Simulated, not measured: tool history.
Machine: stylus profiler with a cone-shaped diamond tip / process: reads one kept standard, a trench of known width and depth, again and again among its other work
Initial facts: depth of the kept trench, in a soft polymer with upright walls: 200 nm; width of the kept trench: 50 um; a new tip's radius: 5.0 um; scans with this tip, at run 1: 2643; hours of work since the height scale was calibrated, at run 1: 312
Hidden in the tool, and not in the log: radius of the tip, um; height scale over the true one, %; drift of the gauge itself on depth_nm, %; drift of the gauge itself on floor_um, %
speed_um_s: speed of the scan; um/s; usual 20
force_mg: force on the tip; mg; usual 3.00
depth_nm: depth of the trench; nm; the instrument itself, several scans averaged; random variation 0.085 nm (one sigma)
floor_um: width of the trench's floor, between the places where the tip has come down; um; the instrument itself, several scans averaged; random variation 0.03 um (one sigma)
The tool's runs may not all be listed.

run	hour	speed_um_s	force_mg	scans with this tip	hours of work since the height scale was calibrated	depth_nm	floor_um
1	0.0	20	3.00	2643	312	202.26	46.84
2	40.5	20	3.00	2879	340	202.29	46.80
3	85.2	20	3.00	3140	371	202.20	46.73
4	165.7	20	3.69	3609	426	202.60	46.74
5	218.1	20	3.00	3915	462	202.23	46.68
6	294.8	31	3.00	4363	515	202.22	46.63
7	384.2	9	3.00	4885	577	202.22	46.62
8	435.1	9	2.91	5182	612	201.99	46.52
9	501.7	9	2.91	5571	658	202.09	46.53
10	599.5	9	2.91	6141	725	202.01	46.43
11	640.2	9	2.91	6379	753	202.03	46.43
12	697.1	20	3.00	6711	793	202.20	46.35
13	760.6	20	3.32	7081	836	202.05	46.34
14	813.0	20	3.32	7387	872	202.22	46.35
15	877.9	20	3.32	7766	917	202.14	46.31
16	957.7	20	1.04	8231	972	200.49	46.16
17	1057.9	20	1.09	8817	1041	200.58	46.10
18	1153.9	29	6.65	9377	1107	203.71	46.12
19	1246.6	29	6.65	9918	1171	203.60	46.07
20	1300.8	29	6.65	10234	1209	203.44	45.98
21	1365.9	12	6.14	10614	1254	203.32	45.96
22	1448.5	17	4.66	11096	1310	202.57	45.97
23	1502.6	12	1.09	11412	1348	200.34	45.91
24	1552.2	12	1.09	11701	1382	200.37	45.91
25	1632.2	12	8.63	12168	1437	204.06	45.84
26	1709.0	37	3.38	12616	1490	201.86	45.78
27	1763.9	7	3.31	12937	1528	201.59	45.73
28	1814.5	72	3.00	13232	1563	201.52	45.65
29	1890.3	6	1.23	13674	1615	200.36	45.71
30	1986.1	7	3.12	14233	1681	201.43	45.70
31	2074.4	7	3.12	14748	1742	201.34	45.58
32	2127.2	20	1.12	15057	1778	200.21	45.56
33	2184.9	27	1.72	15393	1818	200.48	45.59

Some steps in depth_nm between neighbouring runs. How much of each would the tool show without its hidden state too (settings, what came in, random variation), and how much is left for the hidden state, with any gauge scatter that isn't in both results?
Run 17 -> 18: speed_um_s 20 -> 29, force_mg 1.09 -> 6.65. depth_nm +3.13 nm: hidden state -0.06, all else +3.19.
Run 22 -> 23: speed_um_s 17 -> 12, force_mg 4.66 -> 1.09. depth_nm -2.23 nm: hidden state -0.01, all else -2.22.
Run 24 -> 25: force_mg 1.09 -> 8.63. depth_nm +3.69 nm: hidden state -0.06, all else +3.75.
Run 29 -> 30: speed_um_s 6 -> 7, force_mg 1.23 -> 3.12. depth_nm +1.07 nm: hidden state -0.06, all else +1.13.

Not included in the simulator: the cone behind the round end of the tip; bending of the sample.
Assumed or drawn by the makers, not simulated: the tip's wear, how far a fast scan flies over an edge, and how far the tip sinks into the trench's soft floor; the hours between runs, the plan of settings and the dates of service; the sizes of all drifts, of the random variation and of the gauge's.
